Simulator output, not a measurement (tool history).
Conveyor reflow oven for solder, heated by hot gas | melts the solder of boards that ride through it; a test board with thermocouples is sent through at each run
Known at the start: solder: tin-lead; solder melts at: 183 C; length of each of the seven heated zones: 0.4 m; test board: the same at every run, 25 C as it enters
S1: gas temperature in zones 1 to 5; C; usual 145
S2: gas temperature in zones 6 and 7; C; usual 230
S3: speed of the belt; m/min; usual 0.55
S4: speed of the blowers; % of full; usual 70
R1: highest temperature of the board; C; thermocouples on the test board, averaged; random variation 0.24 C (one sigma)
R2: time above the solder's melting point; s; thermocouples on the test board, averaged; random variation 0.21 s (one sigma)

Run 1, hour 0: usual settings. Result: R1 213.1 C, R2 63.9 s.
Run 2, hour 6.9: usual settings. Result: R1 212.6 C, R2 64 s.
At hour 21.9: flux residue cleaned out of gas plates and filters.
Run 3, hour 25.7: usual settings. Result: R1 214.8 C, R2 67 s.
Run 4, hour 41.2: usual settings. Result: R1 214.6 C, R2 66.8 s.
Run 5, hour 51.2: usual settings but S2 237 C. Result: R1 221.1 C, R2 71.8 s.
Run 6, hour 65.3: usual settings but S2 237 C, S3 0.657 m/min. Result: R1 215.5 C, R2 54.8 s.
Run 7, hour 74.1: usual settings but S3 0.474 m/min. Result: R1 218.6 C, R2 82.7 s.
Run 8, hour 84.9: usual settings but S3 0.474 m/min. Result: R1 218.8 C, R2 82.3 s.
Run 9, hour 95.9: usual settings but S1 148 C, S3 0.474 m/min. Result: R1 218.8 C, R2 84.2 s.
Run 10, hour 110.3: usual settings but S1 148 C, S3 0.474 m/min. Result: R1 218.9 C, R2 84.1 s.
Run 11, hour 126.8: usual settings. Result: R1 214.4 C, R2 66.8 s.
Run 12, hour 138.4: usual settings. Result: R1 214.4 C, R2 66.1 s.
Run 13, hour 153.6: usual settings but S4 57 % of full. Result: R1 211.6 C, R2 62.8 s.
Run 14, hour 163.2: usual settings but S2 222 C. Result: R1 207.2 C, R2 59.6 s.
Run 15, hour 176.7: usual settings. Result: R1 214.5 C, R2 66.1 s.
Run 16, hour 185.5: usual settings. Result: R1 214.5 C, R2 66 s.
Run 17, hour 195.2: usual settings. Result: R1 214.4 C, R2 66.5 s.
Run 18, hour 208.1: usual settings but S4 83 % of full. Result: R1 216.4 C, R2 68.7 s.
Run 19, hour 218.2: usual settings but S1 142 C. Result: R1 214.2 C, R2 64.2 s.

The next listed run, before its measurement:
Run 20, hour 231: usual settings but S1 142 C. Result: R1 ?, R2 ?.

Run 20 gave R1 213.7 C, R2 64.4 s.
Without the tool's hidden state the same run would have given R1 215.5 C, R2 66 s.

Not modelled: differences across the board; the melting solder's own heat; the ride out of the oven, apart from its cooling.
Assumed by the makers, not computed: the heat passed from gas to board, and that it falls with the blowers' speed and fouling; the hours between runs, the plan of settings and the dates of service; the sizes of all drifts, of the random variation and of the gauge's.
